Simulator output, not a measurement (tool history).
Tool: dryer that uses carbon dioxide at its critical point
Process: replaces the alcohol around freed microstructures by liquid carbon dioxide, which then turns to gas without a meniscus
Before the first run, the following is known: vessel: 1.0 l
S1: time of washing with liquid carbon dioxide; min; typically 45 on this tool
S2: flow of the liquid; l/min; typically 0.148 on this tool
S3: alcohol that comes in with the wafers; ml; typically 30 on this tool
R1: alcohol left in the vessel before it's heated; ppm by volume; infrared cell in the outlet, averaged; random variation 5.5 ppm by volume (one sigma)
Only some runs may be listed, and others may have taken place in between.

{"run": 1, "day": 0.0, "S1": 45, "S2": 0.148, "S3": 30, "R1": 301}
{"run": 2, "day": 0.233, "S1": 45, "S2": 0.148, "S3": 30, "R1": 301}
{"run": 3, "day": 0.504, "S1": 45, "S2": 0.148, "S3": 30, "R1": 309}
{"run": 4, "day": 0.742, "S1": 45, "S2": 0.148, "S3": 30, "R1": 313}
{"run": 5, "day": 0.954, "S1": 45, "S2": 0.148, "S3": 30, "R1": 309}
{"run": 6, "day": 1.392, "S1": 45, "S2": 0.148, "S3": 30, "R1": 324}
{"run": 7, "day": 1.692, "S1": 45, "S2": 0.148, "S3": 41, "R1": 420}
{"run": 8, "day": 1.983, "S1": 45, "S2": 0.148, "S3": 41, "R1": 422}
{"run": 9, "day": 2.283, "S1": 45, "S2": 0.148, "S3": 43, "R1": 459}
{"run": 10, "day": 2.533, "S1": 45, "S2": 0.148, "S3": 43, "R1": 440}
{"run": 11, "day": 2.721, "S1": 45, "S2": 0.148, "S3": 39, "R1": 436}
{"run": 12, "day": 3.083, "S1": 45, "S2": 0.148, "S3": 39, "R1": 254}
{"run": 13, "day": 3.454, "S1": 45, "S2": 0.148, "S3": 39, "R1": 265}
{"run": 14, "day": 3.858, "S1": 45, "S2": 0.148, "S3": 30, "R1": 222}
{"run": 15, "day": 4.062, "S1": 45, "S2": 0.148, "S3": 30, "R1": 226}
{"run": 16, "day": 4.329, "S1": 45, "S2": 0.148, "S3": 30, "R1": 219}
{"run": 17, "day": 4.625, "S1": 45, "S2": 0.148, "S3": 30, "R1": 230}
{"run": 18, "day": 4.85, "S1": 45, "S2": 0.148, "S3": 30, "R1": 226}
{"run": 19, "day": 5.258, "S1": 45, "S2": 0.148, "S3": 30, "R1": 239}
{"run": 20, "day": 5.562, "S1": 45, "S2": 0.148, "S3": 30, "R1": 232}
{"run": 21, "day": 5.938, "S1": 66, "S2": 0.148, "S3": 30, "R1": 81}
{"run": 22, "day": 6.138, "S1": 45, "S2": 0.148, "S3": 44, "R1": 321}
{"run": 23, "day": 6.4, "S1": 45, "S2": 0.148, "S3": 30, "R1": 254}
{"run": 24, "day": 6.683, "S1": 33, "S2": 0.109, "S3": 27, "R1": 1735}
{"run": 25, "day": 7.112, "S1": 67, "S2": 0.146, "S3": 20, "R1": 83}
{"run": 26, "day": 7.375, "S1": 45, "S2": 0.21, "S3": 30, "R1": 95}
{"run": 27, "day": 7.758, "S1": 35, "S2": 0.183, "S3": 31, "R1": 340}
{"run": 28, "day": 7.971, "S1": 35, "S2": 0.183, "S3": 31, "R1": 344}
{"run": 29, "day": 8.154, "S1": 45, "S2": 0.148, "S3": 113, "R1": 838}
{"run": 30, "day": 8.542, "S1": 45, "S2": 0.148, "S3": 113, "R1": 860}
{"run": 31, "day": 8.958, "S1": 57, "S2": 0.148, "S3": 92, "R1": 253}
{"run": 32, "day": 9.317, "S1": 45, "S2": 0.107, "S3": 57, "R1": 1579}
{"run": 33, "day": 9.704, "S1": 57, "S2": 0.103, "S3": 30, "R1": 441}
{"run": 34, "day": 9.992, "S1": 57, "S2": 0.103, "S3": 30, "R1": 447}
{"run": 35, "day": 10.229, "S1": 46, "S2": 0.11, "S3": 30, "R1": 756}
{"run": 36, "day": 10.467, "S1": 49, "S2": 0.163, "S3": 51, "R1": 227}
{"run": 37, "day": 10.675, "S1": 59, "S2": 0.163, "S3": 51, "R1": 120}
{"run": 38, "day": 11.092, "S1": 59, "S2": 0.207, "S3": 56, "R1": 91}
{"run": 39, "day": 11.4, "S1": 29, "S2": 0.117, "S3": 56, "R1": 4826}
{"run": 40, "day": 11.771, "S1": 41, "S2": 0.148, "S3": 56, "R1": 772}
{"run": 41, "day": 12.038, "S1": 27, "S2": 0.148, "S3": 56, "R1": 3355}
{"run": 42, "day": 12.421, "S1": 64, "S2": 0.11, "S3": 43, "R1": 331}
{"run": 43, "day": 12.658, "S1": 65, "S2": 0.189, "S3": 64, "R1": 90}
{"run": 44, "day": 13.088, "S1": 28, "S2": 0.148, "S3": 77, "R1": 4096}
{"run": 45, "day": 13.458, "S1": 45, "S2": 0.1, "S3": 79, "R1": 3182}
{"run": 46, "day": 13.758, "S1": 45, "S2": 0.1, "S3": 79, "R1": 3156}

Taken out of this log: 1 entry between the listed runs. Where each belongs, and how the hidden state differs across it:
Logged between run 11 and run 12: inlet filter changed (day 3.079)
  flow that reaches the vessel past the clogged filter, %: 87.7 -> 99.9; alcohol in the recycled carbon dioxide, ppm: 52.1 -> 53.2
  measured less the result without the state, R1: +231 -> +50 ppm by volume
